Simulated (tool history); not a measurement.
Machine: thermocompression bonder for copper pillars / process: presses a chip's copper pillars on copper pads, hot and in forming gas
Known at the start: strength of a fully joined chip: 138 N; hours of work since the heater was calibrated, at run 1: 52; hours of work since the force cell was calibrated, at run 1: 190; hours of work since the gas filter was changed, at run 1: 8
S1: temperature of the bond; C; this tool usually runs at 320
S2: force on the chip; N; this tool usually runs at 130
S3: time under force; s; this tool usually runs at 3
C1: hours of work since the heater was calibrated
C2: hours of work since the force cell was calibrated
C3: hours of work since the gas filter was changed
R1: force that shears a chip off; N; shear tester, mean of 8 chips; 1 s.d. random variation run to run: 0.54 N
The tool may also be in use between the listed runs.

run   hour   S1   S2  S3   C1   C2   C3     R1
  1      0  320  130   3   52  190    8   89.4
  2    9.5  320  130   3   57  195   13   88.9
  3     22  320  130   3   63  201   19   89.4
  4   27.8  320  130   3   66  204   22   89.5
  5   34.7  320  130   3   69  207   25   89.5
  6   42.7  320  130   3   73  211   29   89.6
  7   49.9  320  130   3   77  215   33   88.2
  8   56.7  320  119   3   80  218   36   82.7
  9   63.4  320  119   3   83  222   39   83.5
 10   69.6  320  119   3   87  225   42   82.5
 11     82  320  119   3   93  231   49   83.1
 12   88.2  320  119   3   96  234   52   81.9
 13  101.2  320  119   3  102  240   58   82.7
 14  110.1  320  119   3  107  245   63   81.6
 15  118.7  320  119   3  111  249   67   81.8
 16  129.7  309  130   3  117  255   72   81.6
 17  138.3  309  130   3  121  259   77   79.7
 18  147.4  309  130   3  125  263   81   79.3
 19  155.8  309  130   3  130  268   85     80
 20  163.4  320  130   3  133  271   89   86.7
 21  169.1  320  130   3  136  274   92   86.1
 22  176.6  312  136   2  140  278   96   73.1
 23  183.6  312  136   2  143  282   99   74.2
 24  192.9  334  174   7  148  286  104  122.5
 25  202.7  335  113   3  153  291  109   85.5
 26  208.6  335  113   3  156  294  112   86.5
 27    221  335  113   3  162  300  118   86.9
 28  231.8  335  113   3  167  306  123   86.2
 29  240.3  335  113   3  172  310  128   85.9
 30    253  304  113   3  178  316  134   66.6
 31    263  297  104   2  183  321  139   49.4
 32  275.7  296  130   2  189  327  145   59.5
 33    283  296  130   2  193  331  149   60.4
 34  288.7  337  152   3  196  334  152  103.3
 35  301.2  337  152   3  202  340  158  103.6
 36  310.6  297  182   7  207  345  163    108
 37  322.8  332  130   3  213  351  169   90.1
 38  328.5  332  130   3  216  354  172   91.8
 39  334.3  326  130   7  219  357  175  104.6
 40  342.2  307  104   5  223  361  178   73.5
 41  351.8  307  104   5  227  365  183   73.7

Forecast each of these 3 alternatives for the next run:
  A  359.5  307  104   2  231  369  187   ?
  B  359.5  294   88   4  231  369  187   ?
  C  359.5  298  130   3  231  369  187   ?

run    R1
  A  53.5
  B  50.6
  C  68.9
Without the tool's hidden state the same runs would have given:
run    R1
  A  58.6
  B  55.5
  C  75.5
